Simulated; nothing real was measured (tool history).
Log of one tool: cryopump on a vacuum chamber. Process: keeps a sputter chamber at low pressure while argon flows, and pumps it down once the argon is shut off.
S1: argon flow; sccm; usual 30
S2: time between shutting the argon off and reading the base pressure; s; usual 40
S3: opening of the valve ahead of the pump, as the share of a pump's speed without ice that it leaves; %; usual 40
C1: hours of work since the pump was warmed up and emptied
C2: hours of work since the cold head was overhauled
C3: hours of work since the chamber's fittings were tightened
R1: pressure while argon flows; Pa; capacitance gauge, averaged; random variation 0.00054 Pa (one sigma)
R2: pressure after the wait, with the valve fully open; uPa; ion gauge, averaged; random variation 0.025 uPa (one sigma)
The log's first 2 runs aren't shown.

| run | hour | S1 | S2 | S3 | C1 | C2 | C3 | R1 | R2 |
|---|---|---|---|---|---|---|---|---|---|
|  | 55.7 | pump warmed up, emptied and cooled again |
| 3 | 84.4 | 30 | 40 | 53 | 20 | 1575 | 1309 | 0.0409 | 1.53 |
| 4 | 117.2 | 30 | 40 | 53 | 43 | 1598 | 1332 | 0.0409 | 1.58 |
| 5 | 162.4 | 30 | 40 | 53 | 75 | 1630 | 1364 | 0.0422 | 1.56 |
| 6 | 188.7 | 30 | 53 | 53 | 94 | 1649 | 1382 | 0.0417 | 1.31 |
| 7 | 224.6 | 30 | 53 | 53 | 119 | 1674 | 1408 | 0.0418 | 1.39 |
| 8 | 263.1 | 30 | 21 | 40 | 146 | 1701 | 1435 | 0.0549 | 2.44 |
| 9 | 302.3 | 30 | 21 | 40 | 174 | 1729 | 1462 | 0.0553 | 2.52 |
| 10 | 341.7 | 30 | 21 | 40 | 202 | 1757 | 1490 | 0.0562 | 2.44 |
| 11 | 390.9 | 30 | 21 | 40 | 236 | 1791 | 1525 | 0.0571 | 2.53 |
| 12 | 418.1 | 30 | 40 | 42 | 256 | 1810 | 1544 | 0.0550 | 1.71 |
| 13 | 452.2 | 26 | 40 | 40 | 280 | 1834 | 1568 | 0.0499 | 1.77 |
| 14 | 506.4 | 26 | 40 | 40 | 318 | 1873 | 1606 | 0.0502 | 1.77 |
| 15 | 553.1 | 26 | 40 | 40 | 351 | 1906 | 1639 | 0.0507 | 1.80 |
| 16 | 578.0 | 26 | 40 | 40 | 368 | 1923 | 1657 | 0.0516 | 1.94 |
| 17 | 626.0 | 30 | 48 | 40 | 402 | 1957 | 1691 | 0.0595 | 1.73 |
| 18 | 679.7 | 14 | 55 | 40 | 440 | 1995 | 1729 | 0.0287 | 1.72 |
| 19 | 728.0 | 12 | 40 | 36 | 474 | 2029 | 1763 | 0.0261 | 1.98 |
|  | 760.3 | pump warmed up, emptied and cooled again |
| 20 | 780.4 | 12 | 40 | 36 | 14 | 2062 | 1796 | 0.0229 | 1.72 |
| 21 | 814.4 | 33 | 70 | 32 | 38 | 2086 | 1820 | 0.0728 | 1.35 |
| 22 | 858.2 | 33 | 70 | 32 | 69 | 2117 | 1851 | 0.0748 | 1.32 |

Forecast run 23:
| 23 | 912.3 | 33 | 21 | 17 | 107 | 2155 | 1889 | ? | ? |

Run 23 gave R1 0.1395 Pa, R2 2.62 uPa.
Without the tool's hidden state the same run would have given R1 0.1373 Pa, R2 1.85 uPa.
